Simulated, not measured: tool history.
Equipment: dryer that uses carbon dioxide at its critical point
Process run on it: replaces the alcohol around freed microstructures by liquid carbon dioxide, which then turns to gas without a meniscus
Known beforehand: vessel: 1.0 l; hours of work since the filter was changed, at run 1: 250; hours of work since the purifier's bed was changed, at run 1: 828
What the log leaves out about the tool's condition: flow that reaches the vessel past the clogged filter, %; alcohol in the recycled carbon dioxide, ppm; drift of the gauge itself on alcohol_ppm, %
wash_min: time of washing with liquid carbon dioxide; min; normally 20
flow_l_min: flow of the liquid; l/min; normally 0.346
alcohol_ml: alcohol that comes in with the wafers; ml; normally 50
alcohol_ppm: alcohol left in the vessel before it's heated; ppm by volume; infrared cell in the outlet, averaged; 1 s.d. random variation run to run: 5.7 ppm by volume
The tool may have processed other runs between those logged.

run	day	wash_min	flow_l_min	alcohol_ml	hours of work since the filter was changed	hours of work since the purifier's bed was changed	alcohol_ppm
1	0	20	0.346	50	250	828	463
2	1.817	20	0.562	50	282	860	144
3	3.979	20	0.562	50	321	899	144
4	6.112	20	0.346	50	359	937	609
# day 7.746: inlet filter changed
5	8.283	20	0.346	50	10	975	320
6	10.292	20	0.346	50	46	1011	355
7	11.45	20	0.346	50	66	1032	360
8	13.021	20	0.425	50	94	1060	202
# day 13.333: purifier's bed changed
9	14.146	20	0.425	50	112	15	67
10	15.462	20	0.235	50	136	38	1566
11	16.85	20	0.235	50	161	63	1620
12	17.762	20	0.235	50	177	79	1652
13	19.083	20	0.346	50	201	103	307
14	20.804	20	0.346	50	231	134	337
15	22.604	20	0.346	50	264	166	372
16	23.75	20	0.362	50	284	186	326
17	25.138	20	0.346	25	309	211	230
18	27.054	20	0.346	25	343	245	245
19	28.538	20	0.346	25	370	272	250
# day 29.612: inlet filter changed
20	30.754	20	0.346	50	20	311	243
21	32.179	20	0.346	50	46	336	249
22	33.104	20	0.346	50	62	353	257
23	35.125	20	0.346	50	99	389	281
24	37.271	18	0.361	50	137	427	411
25	38.55	20	0.389	50	160	450	196
26	40.429	20	0.389	50	193	484	211
27	42.288	20	0.389	50	227	517	230
28	43.746	20	0.385	47	253	543	250
29	45.788	20	0.385	47	289	580	276
30	47.492	20	0.523	50	320	610	107
31	49.412	20	0.523	50	354	644	124
32	50.942	19	0.497	52	381	672	158
# day 51.283: inlet filter changed
33	52.35	24	0.282	93	19	696	539
34	53.638	15	0.331	101	42	719	1979
35	55.554	15	0.331	101	76	754	2137
36	56.704	20	0.218	23	97	774	987
37	58.75	20	0.292	50	134	811	693
38	60.375	17	0.552	23	163	840	140
39	62.55	20	0.309	76	201	879	906
40	63.917	20	0.309	76	226	903	990
41	65.438	29	0.208	76	253	930	1342
42	66.412	25	0.346	21	271	948	172
43	67.292	17	0.323	78	286	963	1793
44	69.442	26	0.253	22	325	1002	405
45	70.408	13	0.346	50	342	1019	2369

Each run again, without the hidden state but with its own random variation kept:
run	alcohol_ppm
1	182
2	13
3	4
4	199
5	180
6	192
7	185
8	40
9	45
10	1238
11	1226
12	1216
13	178
14	173
15	182
16	143
17	95
18	89
19	82
20	188
21	178
22	176
23	179
24	254
25	86
26	84
27	84
28	90
29	85
30	7
31	16
32	20
33	425
34	1755
35	1786
36	767
37	448
38	24
39	506
40	531
41	716
42	24
43	944
44	134
45	1283
